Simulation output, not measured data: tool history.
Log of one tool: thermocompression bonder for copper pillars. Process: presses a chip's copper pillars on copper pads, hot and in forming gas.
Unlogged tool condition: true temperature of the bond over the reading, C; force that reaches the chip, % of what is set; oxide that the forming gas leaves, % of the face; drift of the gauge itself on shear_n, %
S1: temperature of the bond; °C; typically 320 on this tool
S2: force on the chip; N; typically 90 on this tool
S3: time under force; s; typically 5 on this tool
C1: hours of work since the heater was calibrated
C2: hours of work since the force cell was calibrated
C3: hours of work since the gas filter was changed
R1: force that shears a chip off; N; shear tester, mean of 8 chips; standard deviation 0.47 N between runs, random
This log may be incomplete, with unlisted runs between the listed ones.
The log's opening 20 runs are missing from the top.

Run 21, day 28.767: usual settings but S1 338 °C, S3 3 s; C1 208; C2 734; C3 24. Result: R1 60.3 N.
Run 22, day 30.046: usual settings but S1 346 °C, S2 62 N, S3 15 s; C1 228; C2 754; C3 44. Result: R1 84.3 N.
Run 23, day 31.379: usual settings but S1 321 °C, S2 125 N, S3 4 s; C1 249; C2 775; C3 65. Result: R1 72.6 N.
Run 24, day 33.121: usual settings but S1 321 °C, S2 57 N, S3 11 s; C1 276; C2 802; C3 92. Result: R1 56.8 N.
Run 25, day 34.754: usual settings but S1 321 °C, S2 57 N, S3 11 s; C1 302; C2 828; C3 118. Result: R1 56.8 N.
Run 26, day 35.733: usual settings but S1 314 °C, S2 73 N; C1 317; C2 843; C3 133. Result: R1 48.4 N.
Run 27, day 36.8: usual settings but S1 298 °C, S2 111 N, S3 14 s; C1 334; C2 860; C3 150. Result: R1 81.6 N.
Run 28, day 37.808: usual settings but S1 303 °C, S2 85 N, S3 3 s; C1 350; C2 876; C3 166. Result: R1 39.1 N.
Run 29, day 38.946: usual settings but S1 299 °C, S2 62 N, S3 9 s; C1 368; C2 894; C3 184. Result: R1 44.3 N.
At day 39.133: forming gas filter changed.
Run 30, day 40.267: usual settings but S1 300 °C, S3 10 s; C1 388; C2 914; C3 18. Result: R1 65.7 N.
Run 31, day 41.2: usual settings but S1 300 °C, S3 10 s; C1 403; C2 929; C3 33. Result: R1 64.9 N.
Run 32, day 42.133: usual settings but S1 321 °C, S2 89 N, S3 10 s; C1 418; C2 944; C3 47. Result: R1 77.1 N.
Run 33, day 43.504: usual settings but S1 299 °C, S2 89 N, S3 10 s; C1 439; C2 965; C3 69. Result: R1 63.3 N.
Run 34, day 44.492: usual settings but S1 318 °C, S2 89 N, S3 10 s; C1 455; C2 981; C3 84. Result: R1 74.3 N.

Below are 3 alternative next runs, each starting from the tool's condition after run 34. Predict each:
Run A, day 45.625: usual settings but S2 70 N; C1 472; C2 998; C3 102. Result: R1 ?.
Run B, day 45.625: usual settings but S2 76 N, S3 9 s; C1 472; C2 998; C3 102. Result: R1 ?.
Run C, day 45.625: usual settings but S1 322 °C, S2 63 N, S3 12 s; C1 472; C2 998; C3 102. Result: R1 ?.

run    R1
  A  49.2
  B  65.3
  C    63
Stripped of hidden state, with their random variation kept, the same runs would have yielded:
run    R1
  A  52.1
  B  68.8
  C  66.5

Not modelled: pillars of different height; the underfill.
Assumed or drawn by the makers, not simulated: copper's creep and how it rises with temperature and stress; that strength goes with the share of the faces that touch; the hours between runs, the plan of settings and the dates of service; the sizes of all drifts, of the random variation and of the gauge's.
